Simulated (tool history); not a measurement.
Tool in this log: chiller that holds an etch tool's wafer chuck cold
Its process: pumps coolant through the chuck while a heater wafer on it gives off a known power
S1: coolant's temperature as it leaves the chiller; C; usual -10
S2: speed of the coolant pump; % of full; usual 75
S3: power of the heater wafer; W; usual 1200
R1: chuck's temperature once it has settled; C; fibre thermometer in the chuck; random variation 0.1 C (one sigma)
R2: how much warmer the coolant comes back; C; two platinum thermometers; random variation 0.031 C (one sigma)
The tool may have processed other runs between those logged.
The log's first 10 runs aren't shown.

{"run": 11, "day": 17.954, "S1": -16, "S2": 75, "S3": 1200, "R1": -6.9, "R2": 4.3}
{"run": 12, "day": 19.05, "S1": -14, "S2": 75, "S3": 1200, "R1": -4.9, "R2": 4.25}
{"run": 13, "day": 21.204, "S1": -14, "S2": 75, "S3": 1200, "R1": -4.8, "R2": 4.26}
{"run": 14, "day": 23.179, "S1": -14, "S2": 75, "S3": 1200, "R1": -4.8, "R2": 4.33}
{"run": 15, "day": 24.658, "S1": -10, "S2": 75, "S3": 1200, "R1": -0.8, "R2": 4.33}
{"run": 16, "day": 26.825, "S1": -10, "S2": 75, "S3": 1200, "R1": -1.0, "R2": 4.29}
{"day": 27.025, "done": "chiller's thermometer calibrated"}
{"run": 17, "day": 27.967, "S1": -10, "S2": 75, "S3": 728, "R1": -4.3, "R2": 2.57}
{"run": 18, "day": 29.067, "S1": -11, "S2": 66, "S3": 1681, "R1": 2.8, "R2": 6.86}
{"run": 19, "day": 30.292, "S1": -15, "S2": 67, "S3": 1200, "R1": -5.2, "R2": 4.85}
{"run": 20, "day": 32.092, "S1": -15, "S2": 98, "S3": 806, "R1": -9.6, "R2": 2.22}
{"run": 21, "day": 33.883, "S1": -10, "S2": 80, "S3": 874, "R1": -3.5, "R2": 2.93}
{"day": 34.475, "done": "chiller's thermometer calibrated, once more"}
{"run": 22, "day": 36.408, "S1": -16, "S2": 80, "S3": 745, "R1": -10.5, "R2": 2.54}
{"run": 23, "day": 38.267, "S1": -10, "S2": 92, "S3": 629, "R1": -5.9, "R2": 1.83}
{"run": 24, "day": 40.496, "S1": -15, "S2": 91, "S3": 1442, "R1": -5.3, "R2": 4.35}
{"run": 25, "day": 42.083, "S1": -14, "S2": 75, "S3": 1360, "R1": -3.7, "R2": 4.88}
{"run": 26, "day": 44.471, "S1": -3, "S2": 63, "S3": 1330, "R1": 8.2, "R2": 5.69}
{"run": 27, "day": 46.458, "S1": -3, "S2": 63, "S3": 1330, "R1": 8.2, "R2": 5.62}
{"run": 28, "day": 47.733, "S1": -9, "S2": 75, "S3": 969, "R1": -1.5, "R2": 3.48}
{"run": 29, "day": 49.817, "S1": -17, "S2": 97, "S3": 969, "R1": -10.6, "R2": 2.64}
{"run": 30, "day": 52.254, "S1": -11, "S2": 97, "S3": 665, "R1": -6.8, "R2": 1.91}
{"run": 31, "day": 54.867, "S1": -11, "S2": 97, "S3": 665, "R1": -6.7, "R2": 1.87}

Below are 5 alternative next runs, each starting from the tool's condition after run 31. Predict each:
{"run": "A", "day": 56.438, "S1": -4, "S2": 93, "S3": 707, "R1": "?", "R2": "?"}
{"run": "B", "day": 56.438, "S1": -11, "S2": 97, "S3": 1560, "R1": "?", "R2": "?"}
{"run": "C", "day": 56.438, "S1": -11, "S2": 89, "S3": 665, "R1": "?", "R2": "?"}
{"run": "D", "day": 56.438, "S1": -5, "S2": 90, "S3": 1678, "R1": "?", "R2": "?"}
{"run": "E", "day": 56.438, "S1": -17, "S2": 96, "S3": 1458, "R1": "?", "R2": "?"}

run=A R1=0.5 R2=2.07
run=B R1=-0.8 R2=4.34
run=C R1=-6.3 R2=2.03
run=D R1=6.5 R2=5.08
run=E R1=-7.6 R2=4.13
With no hidden state in the tool, these same runs would have given:
run=A R1=0.2 R2=2.02
run=B R1=-1.5 R2=4.23
run=C R1=-6.7 R2=1.98
run=D R1=5.7 R2=4.95
run=E R1=-8.3 R2=4.03
